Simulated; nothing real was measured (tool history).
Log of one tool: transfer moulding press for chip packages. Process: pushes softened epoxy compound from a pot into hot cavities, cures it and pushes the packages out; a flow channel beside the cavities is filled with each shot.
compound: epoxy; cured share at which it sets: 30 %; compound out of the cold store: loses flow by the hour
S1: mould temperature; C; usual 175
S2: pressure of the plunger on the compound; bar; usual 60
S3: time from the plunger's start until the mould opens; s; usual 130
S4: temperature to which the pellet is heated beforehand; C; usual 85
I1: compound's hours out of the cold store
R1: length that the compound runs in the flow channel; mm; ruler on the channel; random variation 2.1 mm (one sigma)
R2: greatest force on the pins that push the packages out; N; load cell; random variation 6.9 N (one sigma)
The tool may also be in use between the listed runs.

| run | hour | S1 | S2 | S3 | S4 | I1 | R1 | R2 |
|---|---|---|---|---|---|---|---|---|
| 1 | 0 | 175 | 60 | 130 | 85 | 40.6 | 675 | 272 |
|  | 10.5 | cavities cleaned with cleaning compound and waxed |
|  | 60.2 | cavities cleaned with cleaning compound and waxed |
|  | 77.2 | plunger's sealing rings changed |
| 2 | 78.2 | 175 | 60 | 130 | 85 | 43.7 | 664 | 279 |
|  | 114.3 | cavities cleaned with cleaning compound and waxed |
| 3 | 116.3 | 175 | 60 | 130 | 85 | 42.9 | 668 | 286 |
| 4 | 158.4 | 175 | 60 | 130 | 85 | 10.8 | 791 | 301 |
|  | 163 | cavities cleaned with cleaning compound and waxed |
| 5 | 205.3 | 175 | 54.5 | 130 | 85 | 47.7 | 625 | 279 |
|  | 213.2 | cavities cleaned with cleaning compound and waxed |
|  | 262.7 | cavities cleaned with cleaning compound and waxed |
| 6 | 266.5 | 175 | 54.5 | 130 | 85 | 8.7 | 756 | 287 |
|  | 311.7 | cavities cleaned with cleaning compound and waxed |
| 7 | 338 | 175 | 54.5 | 130 | 85 | 14.9 | 728 | 296 |
|  | 361.9 | cavities cleaned with cleaning compound and waxed |
|  | 387.2 | plunger's sealing rings changed |
|  | 405.9 | mould's thermocouples calibrated |
| 8 | 411.9 | 181 | 60 | 130 | 85 | 29.8 | 688 | 264 |
|  | 419.7 | cavities cleaned with cleaning compound and waxed |
| 9 | 463.1 | 181 | 60 | 130 | 86 | 26.3 | 698 | 249 |
|  | 469 | cavities cleaned with cleaning compound and waxed |
|  | 522.1 | cavities cleaned with cleaning compound and waxed |
| 10 | 538.2 | 181 | 60 | 130 | 86 | 23.7 | 707 | 241 |
|  | 571.1 | cavities cleaned with cleaning compound and waxed |
| 11 | 607.5 | 181 | 60 | 130 | 86 | 34.6 | 674 | 248 |
|  | 623.2 | cavities cleaned with cleaning compound and waxed |
| 12 | 655.1 | 181 | 74.8 | 130 | 86 | 18.3 | 814 | 240 |
|  | 673.1 | cavities cleaned with cleaning compound and waxed |
| 13 | 686.4 | 178 | 74.8 | 130 | 86 | 23.4 | 807 | 256 |
|  | 695.5 | plunger's sealing rings changed |
|  | 727.5 | cavities cleaned with cleaning compound and waxed |
| 14 | 739.5 | 178 | 55.7 | 130 | 86 | 16.5 | 721 | 254 |
|  | 776.9 | cavities cleaned with cleaning compound and waxed |
| 15 | 807.9 | 172 | 69.6 | 170 | 85 | 9.2 | 871 | 256 |
|  | 826.1 | cavities cleaned with cleaning compound and waxed |
|  | 876.7 | cavities cleaned with cleaning compound and waxed |
| 16 | 882.7 | 175 | 60 | 152 | 92 | 36 | 689 | 244 |
|  | 902.5 | mould's thermocouples calibrated |
|  | 928.9 | cavities cleaned with cleaning compound and waxed |
| 17 | 956.7 | 175 | 48.9 | 125 | 82 | 37.3 | 622 | 294 |
|  | 978.7 | cavities cleaned with cleaning compound and waxed |
|  | 1005.2 | plunger's sealing rings changed |
| 18 | 1021.5 | 175 | 48.9 | 125 | 82 | 43.2 | 601 | 291 |
|  | 1030.7 | cavities cleaned with cleaning compound and waxed |
|  | 1082.9 | cavities cleaned with cleaning compound and waxed |
| 19 | 1093.1 | 178 | 55.1 | 127 | 91 | 12 | 734 | 266 |
|  | 1132.8 | cavities cleaned with cleaning compound and waxed |
| 20 | 1153.6 | 178 | 55.1 | 127 | 91 | 13 | 730 | 262 |
|  | 1183.5 | cavities cleaned with cleaning compound and waxed |
| 21 | 1201.7 | 172 | 67.6 | 125 | 88 | 47.6 | 703 | 339 |
|  | 1232.9 | cavities cleaned with cleaning compound and waxed |
| 22 | 1264.3 | 168 | 60 | 165 | 84 | 38.2 | 712 | 297 |
|  | 1282.6 | cavities cleaned with cleaning compound and waxed |
|  | 1312.8 | plunger's sealing rings changed |
|  | 1334.9 | cavities cleaned with cleaning compound and waxed |
| 23 | 1341.8 | 168 | 60 | 165 | 84 | 38.3 | 718 | 291 |
|  | 1387.1 | cavities cleaned with cleaning compound and waxed |
|  | 1398.5 | mould's thermocouples calibrated |
| 24 | 1405.6 | 178 | 71.7 | 137 | 83 | 31.4 | 761 | 248 |
|  | 1437.8 | cavities cleaned with cleaning compound and waxed |
| 25 | 1452.2 | 179 | 71.7 | 143 | 83 | 24.4 | 784 | 249 |

Forecast each of these 3 alternatives for the next run:
|  | 1490.4 | cavities cleaned with cleaning compound and waxed |
| A | 1505.4 | 173 | 50 | 156 | 83 | 24.6 | ? | ? |
|  | 1490.4 | cavities cleaned with cleaning compound and waxed |
| B | 1505.4 | 175 | 60 | 127 | 94 | 11.5 | ? | ? |
|  | 1490.4 | cavities cleaned with cleaning compound and waxed |
| C | 1505.4 | 180 | 73.1 | 143 | 77 | 41.7 | ? | ? |

| run | R1 | R2 |
|---|---|---|
| A | 675 | 264 |
| B | 785 | 299 |
| C | 722 | 234 |
Without the tool's hidden state the same runs would have given:
| run | R1 | R2 |
|---|---|---|
| A | 675 | 263 |
| B | 785 | 298 |
| C | 723 | 234 |
